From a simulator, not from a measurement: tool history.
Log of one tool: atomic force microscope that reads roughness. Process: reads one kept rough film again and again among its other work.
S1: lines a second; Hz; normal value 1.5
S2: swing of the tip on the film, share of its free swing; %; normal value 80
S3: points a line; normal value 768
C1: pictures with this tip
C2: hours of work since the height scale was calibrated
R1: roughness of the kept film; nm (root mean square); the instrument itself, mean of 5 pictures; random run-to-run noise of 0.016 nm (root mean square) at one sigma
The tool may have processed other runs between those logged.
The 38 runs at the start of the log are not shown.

run   hour    S1  S2   S3   C1   C2     R1
     641.2  -- new tip fitted
 39  641.2   1.5  80  936    0  462  3.683
 40  651.2  1.49  62  768   13  469  4.056
 41  666.8   1.5  81  768   35  480  3.554
 42  688.1  0.62  80  438   64  494  3.821
 43  702.6  2.89  86  706   84  504  2.858
 44  719.5  2.89  73  401  107  516  3.273
 45  741.1  2.89  73  401  137  531  3.176
 46  754.6  0.78  78  323  156  540  3.569
     768.9  -- new tip fitted
 47  775.1   1.5  80  749    8  554  3.646
 48  794.4   1.5  58  672   35  568  3.997
 49    808  3.58  68  672   53  577  3.398
 50  828.9  1.16  68  445   82  591  3.799
 51  840.9  1.16  68  303   99  600  3.744
 52  864.3  1.16  80  959  131  616  3.459
 53  887.5  0.65  77  368  163  632  3.579

Here are 3 independent what-if runs from the current tool condition. What would each one return?
     897.4  -- new tip fitted
  A  910.9   0.5  86  857  19  648   ?
     897.4  -- new tip fitted
  B  910.9   3.2  80  768  19  648   ?
     897.4  -- new tip fitted
  C  910.9  2.02  76  274  19  648   ?

run     R1
  A  3.938
  B  3.106
  C  3.528
Stripped of hidden state, with their random variation kept, the same runs would have yielded:
run     R1
  A  4.073
  B  3.212
  C  3.648
